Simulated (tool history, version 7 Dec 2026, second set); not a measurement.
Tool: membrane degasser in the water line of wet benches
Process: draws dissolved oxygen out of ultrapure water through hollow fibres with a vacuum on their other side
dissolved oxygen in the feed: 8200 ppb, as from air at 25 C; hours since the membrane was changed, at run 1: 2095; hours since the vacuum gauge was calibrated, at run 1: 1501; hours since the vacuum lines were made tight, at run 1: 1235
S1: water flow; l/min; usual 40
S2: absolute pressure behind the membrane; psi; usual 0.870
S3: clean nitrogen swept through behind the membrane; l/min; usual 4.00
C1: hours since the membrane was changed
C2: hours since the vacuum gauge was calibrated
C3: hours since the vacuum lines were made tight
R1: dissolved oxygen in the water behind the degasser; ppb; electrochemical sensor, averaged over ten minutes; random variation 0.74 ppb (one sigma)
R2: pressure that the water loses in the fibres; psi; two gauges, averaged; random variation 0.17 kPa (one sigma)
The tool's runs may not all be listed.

| run | hour | S1 | S2 | S3 | C1 | C2 | C3 | R1 | R2 |
|---|---|---|---|---|---|---|---|---|---|
| 1 | 0.0 | 40 | 0.870 | 4.00 | 2095 | 1501 | 1235 | 69.2 | 4.035 |
| 2 | 56.6 | 40 | 0.870 | 4.00 | 2152 | 1558 | 1292 | 69.0 | 4.022 |
| 3 | 110.7 | 40 | 0.870 | 4.00 | 2206 | 1612 | 1346 | 70.1 | 4.000 |
| 4 | 166.8 | 40 | 1.775 | 4.00 | 2262 | 1668 | 1402 | 211.0 | 4.049 |
| 5 | 237.1 | 40 | 1.775 | 4.00 | 2332 | 1738 | 1472 | 214.4 | 4.032 |
| 6 | 295.8 | 27 | 0.870 | 5.94 | 2391 | 1797 | 1531 | 32.3 | 2.721 |
|  | 301.6 | vacuum gauge calibrated |
| 7 | 344.0 | 31 | 0.621 | 4.00 | 2438 | 42 | 1579 | 23.1 | 3.159 |
| 8 | 395.3 | 31 | 1.141 | 1.75 | 2490 | 94 | 1630 | 188.7 | 3.099 |
| 9 | 465.3 | 27 | 1.220 | 11.48 | 2560 | 164 | 1700 | 31.8 | 2.772 |
| 10 | 503.2 | 55 | 0.870 | 11.72 | 2598 | 202 | 1738 | 39.6 | 5.545 |

5 ways to go on from here, each from the tool as it stands after run 10. What would each give?
| A | 546.2 | 58 | 0.705 | 2.01 | 2641 | 245 | 1781 | ? | ? |
| B | 546.2 | 55 | 0.870 | 2.76 | 2641 | 245 | 1781 | ? | ? |
| C | 546.2 | 33 | 0.606 | 6.76 | 2641 | 245 | 1781 | ? | ? |
| D | 546.2 | 40 | 0.914 | 4.00 | 2641 | 245 | 1781 | ? | ? |
| E | 546.2 | 32 | 1.510 | 4.00 | 2641 | 245 | 1781 | ? | ? |

| run | R1 | R2 |
|---|---|---|
| A | 115.5 | 5.889 |
| B | 135.4 | 5.578 |
| C | 14.0 | 3.350 |
| D | 79.0 | 4.060 |
| E | 140.0 | 3.259 |
Without the tool's hidden state the same runs would have given:
| run | R1 | R2 |
|---|---|---|
| A | 107.7 | 5.828 |
| B | 129.7 | 5.520 |
| C | 12.4 | 3.316 |
| D | 75.9 | 4.018 |
| E | 137.4 | 3.226 |
